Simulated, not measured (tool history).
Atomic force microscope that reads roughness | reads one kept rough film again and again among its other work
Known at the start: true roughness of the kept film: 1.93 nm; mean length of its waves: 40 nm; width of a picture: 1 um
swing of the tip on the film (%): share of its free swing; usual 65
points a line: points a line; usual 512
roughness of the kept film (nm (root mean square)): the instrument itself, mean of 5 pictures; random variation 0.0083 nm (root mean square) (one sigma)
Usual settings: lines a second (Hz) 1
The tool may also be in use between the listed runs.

| run | hour | lines a second (Hz) | swing of the tip on the film (%) | points a line | roughness of the kept film (nm (root mean square)) |
|---|---|---|---|---|---|
| 1 | 0 | 1 | 65 | 512 | 1.707 |
| 2 | 19.9 | 1 | 65 | 512 | 1.686 |
|  | 45.5 | new tip fitted |
| 3 | 53.2 | 1 | 65 | 512 | 1.8 |
| 4 | 83.8 | 1 | 65 | 512 | 1.777 |
| 5 | 107.4 | 1 | 65 | 512 | 1.763 |
| 6 | 142.8 | 1 | 65 | 512 | 1.733 |
| 7 | 176.4 | 2.91 | 65 | 512 | 1.643 |
| 8 | 198 | 2.91 | 65 | 512 | 1.628 |
|  | 217 | new tip fitted |
| 9 | 225 | 1 | 65 | 512 | 1.799 |
| 10 | 248.1 | 1 | 81 | 512 | 1.718 |
| 11 | 264.2 | 1 | 65 | 740 | 1.768 |
| 12 | 299.8 | 2.46 | 65 | 512 | 1.675 |
| 13 | 323.7 | 2.46 | 65 | 512 | 1.676 |
| 14 | 345.3 | 2.46 | 65 | 512 | 1.658 |
| 15 | 378 | 2.46 | 65 | 512 | 1.635 |
|  | 389.3 | new tip fitted |
| 16 | 395.7 | 1 | 56 | 512 | 1.815 |
| 17 | 429.3 | 1 | 68 | 512 | 1.758 |
| 18 | 459.1 | 1 | 65 | 512 | 1.739 |
| 19 | 492.3 | 1 | 65 | 512 | 1.709 |
| 20 | 509.9 | 1.03 | 65 | 512 | 1.699 |
| 21 | 546.8 | 1.03 | 65 | 512 | 1.674 |
|  | 560.6 | new tip fitted |
| 22 | 584.4 | 1 | 65 | 512 | 1.785 |
| 23 | 613.7 | 3.7 | 65 | 512 | 1.656 |
| 24 | 637.3 | 2.11 | 57 | 512 | 1.734 |
| 25 | 665.9 | 1 | 57 | 512 | 1.738 |
| 26 | 688.4 | 1 | 88 | 512 | 1.623 |
| 27 | 710.3 | 1 | 88 | 512 | 1.604 |
| 28 | 726.8 | 1 | 88 | 512 | 1.596 |
|  | 732.3 | new tip fitted |
| 29 | 754.3 | 2.7 | 61 | 812 | 1.756 |
| 30 | 771.4 | 0.75 | 56 | 283 | 1.781 |
| 31 | 800 | 0.58 | 65 | 283 | 1.743 |
| 32 | 832.3 | 0.58 | 65 | 283 | 1.745 |
| 33 | 850.5 | 0.58 | 65 | 283 | 1.714 |
| 34 | 882.9 | 3.68 | 70 | 580 | 1.552 |
|  | 905.4 | new tip fitted |
| 35 | 914.6 | 2.34 | 58 | 411 | 1.753 |
| 36 | 940.8 | 0.8 | 58 | 411 | 1.799 |
| 37 | 956.7 | 1.77 | 65 | 512 | 1.727 |
| 38 | 976.3 | 1.77 | 65 | 512 | 1.721 |
| 39 | 992.8 | 1.87 | 69 | 350 | 1.684 |
| 40 | 1011.6 | 1.49 | 73 | 350 | 1.672 |
| 41 | 1032.8 | 0.86 | 65 | 499 | 1.709 |
| 42 | 1066.3 | 2.21 | 81 | 263 | 1.536 |
|  | 1078.6 | new tip fitted |
| 43 | 1084.5 | 1.23 | 81 | 961 | 1.726 |
| 44 | 1106.5 | 0.9 | 59 | 744 | 1.796 |
| 45 | 1142.7 | 2.71 | 59 | 744 | 1.711 |
|  | 1149.3 | height scale calibrated on a step standard |
| 46 | 1165.3 | 2.71 | 59 | 744 | 1.734 |

The same runs without the tool's hidden state, with the same run-to-run variation:
The hidden state here: radius of the tip, nm; height scale over the true one, %; drift of the gauge itself on roughness_nm, %.
| run | roughness of the kept film (nm (root mean square)) |
|---|---|
| 1 | 1.823 |
| 2 | 1.816 |
| 3 | 1.825 |
| 4 | 1.824 |
| 5 | 1.826 |
| 6 | 1.823 |
| 7 | 1.752 |
| 8 | 1.752 |
| 9 | 1.825 |
| 10 | 1.76 |
| 11 | 1.825 |
| 12 | 1.758 |
| 13 | 1.777 |
| 14 | 1.775 |
| 15 | 1.776 |
| 16 | 1.838 |
| 17 | 1.808 |
| 18 | 1.813 |
| 19 | 1.808 |
| 20 | 1.81 |
| 21 | 1.811 |
| 22 | 1.825 |
| 23 | 1.714 |
| 24 | 1.816 |
| 25 | 1.842 |
| 26 | 1.738 |
| 27 | 1.732 |
| 28 | 1.734 |
| 29 | 1.793 |
| 30 | 1.833 |
| 31 | 1.816 |
| 32 | 1.844 |
| 33 | 1.825 |
| 34 | 1.676 |
| 35 | 1.782 |
| 36 | 1.849 |
| 37 | 1.788 |
| 38 | 1.796 |
| 39 | 1.769 |
| 40 | 1.771 |
| 41 | 1.825 |
| 42 | 1.664 |
| 43 | 1.753 |
| 44 | 1.844 |
| 45 | 1.784 |
| 46 | 1.8 |

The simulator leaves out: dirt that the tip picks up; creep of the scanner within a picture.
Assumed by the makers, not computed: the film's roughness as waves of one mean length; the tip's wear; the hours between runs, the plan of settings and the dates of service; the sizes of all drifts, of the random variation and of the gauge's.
